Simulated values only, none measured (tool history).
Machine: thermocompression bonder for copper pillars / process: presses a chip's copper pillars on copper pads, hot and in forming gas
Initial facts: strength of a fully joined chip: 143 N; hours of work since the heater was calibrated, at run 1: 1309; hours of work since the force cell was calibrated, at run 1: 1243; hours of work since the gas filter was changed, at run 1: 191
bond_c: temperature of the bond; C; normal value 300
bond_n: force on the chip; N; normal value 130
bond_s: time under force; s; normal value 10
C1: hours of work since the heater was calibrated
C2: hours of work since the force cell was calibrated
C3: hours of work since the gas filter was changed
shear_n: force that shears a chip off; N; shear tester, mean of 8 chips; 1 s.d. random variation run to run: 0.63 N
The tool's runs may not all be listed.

{"run": 1, "hour": 0.0, "bond_c": 300, "bond_n": 130, "bond_s": 10, "C1": 1309, "C2": 1243, "C3": 191, "shear_n": 77.3}
{"hour": 12.5, "done": "forming gas filter changed"}
{"run": 2, "hour": 55.7, "bond_c": 300, "bond_n": 130, "bond_s": 10, "C1": 1341, "C2": 1275, "C3": 25, "shear_n": 81.3}
{"run": 3, "hour": 101.5, "bond_c": 300, "bond_n": 130, "bond_s": 10, "C1": 1367, "C2": 1301, "C3": 51, "shear_n": 80.6}
{"run": 4, "hour": 151.6, "bond_c": 300, "bond_n": 99, "bond_s": 10, "C1": 1396, "C2": 1330, "C3": 80, "shear_n": 70.6}
{"run": 5, "hour": 230.7, "bond_c": 300, "bond_n": 130, "bond_s": 10, "C1": 1442, "C2": 1376, "C3": 126, "shear_n": 79.0}
{"run": 6, "hour": 277.2, "bond_c": 300, "bond_n": 130, "bond_s": 10, "C1": 1468, "C2": 1402, "C3": 153, "shear_n": 78.1}
{"run": 7, "hour": 317.6, "bond_c": 300, "bond_n": 130, "bond_s": 10, "C1": 1492, "C2": 1426, "C3": 176, "shear_n": 76.0}
{"hour": 358.1, "done": "forming gas filter changed"}
{"hour": 398.2, "done": "heater calibrated with a thermocouple chip"}
{"run": 8, "hour": 398.2, "bond_c": 300, "bond_n": 130, "bond_s": 10, "C1": 0, "C2": 1471, "C3": 22, "shear_n": 88.8}
{"run": 9, "hour": 462.4, "bond_c": 270, "bond_n": 111, "bond_s": 24, "C1": 37, "C2": 1508, "C3": 59, "shear_n": 84.5}
{"run": 10, "hour": 545.2, "bond_c": 270, "bond_n": 111, "bond_s": 24, "C1": 85, "C2": 1556, "C3": 107, "shear_n": 83.0}
{"hour": 609.7, "done": "force cell calibrated"}
{"run": 11, "hour": 609.7, "bond_c": 270, "bond_n": 111, "bond_s": 24, "C1": 121, "C2": 0, "C3": 143, "shear_n": 85.5}
{"run": 12, "hour": 669.3, "bond_c": 325, "bond_n": 189, "bond_s": 6, "C1": 156, "C2": 34, "C3": 178, "shear_n": 101.0}
{"hour": 708.0, "done": "forming gas filter changed"}
{"run": 13, "hour": 738.5, "bond_c": 325, "bond_n": 189, "bond_s": 6, "C1": 195, "C2": 74, "C3": 18, "shear_n": 104.6}
{"run": 14, "hour": 803.0, "bond_c": 325, "bond_n": 189, "bond_s": 6, "C1": 232, "C2": 111, "C3": 55, "shear_n": 104.2}
{"run": 15, "hour": 858.4, "bond_c": 325, "bond_n": 189, "bond_s": 6, "C1": 265, "C2": 143, "C3": 87, "shear_n": 102.9}

Alternative continuations, all from the tool just after run 15; predict every row:
{"run": "A", "hour": 898.3, "bond_c": 288, "bond_n": 168, "bond_s": 6, "C1": 288, "C2": 166, "C3": 110, "shear_n": "?"}
{"run": "B", "hour": 898.3, "bond_c": 310, "bond_n": 158, "bond_s": 16, "C1": 288, "C2": 166, "C3": 110, "shear_n": "?"}
{"run": "C", "hour": 898.3, "bond_c": 300, "bond_n": 130, "bond_s": 17, "C1": 288, "C2": 166, "C3": 110, "shear_n": "?"}
{"run": "D", "hour": 898.3, "bond_c": 300, "bond_n": 83, "bond_s": 10, "C1": 288, "C2": 166, "C3": 110, "shear_n": "?"}
{"run": "E", "hour": 898.3, "bond_c": 313, "bond_n": 189, "bond_s": 6, "C1": 288, "C2": 166, "C3": 110, "shear_n": "?"}

run=A shear_n=75.3
run=B shear_n=111.3
run=C shear_n=100.4
run=D shear_n=73.5
run=E shear_n=94.8
What these runs would have given with no unlogged condition in the tool:
run=A shear_n=78.7
run=B shear_n=115.4
run=C shear_n=104.3
run=D shear_n=76.7
run=E shear_n=98.6

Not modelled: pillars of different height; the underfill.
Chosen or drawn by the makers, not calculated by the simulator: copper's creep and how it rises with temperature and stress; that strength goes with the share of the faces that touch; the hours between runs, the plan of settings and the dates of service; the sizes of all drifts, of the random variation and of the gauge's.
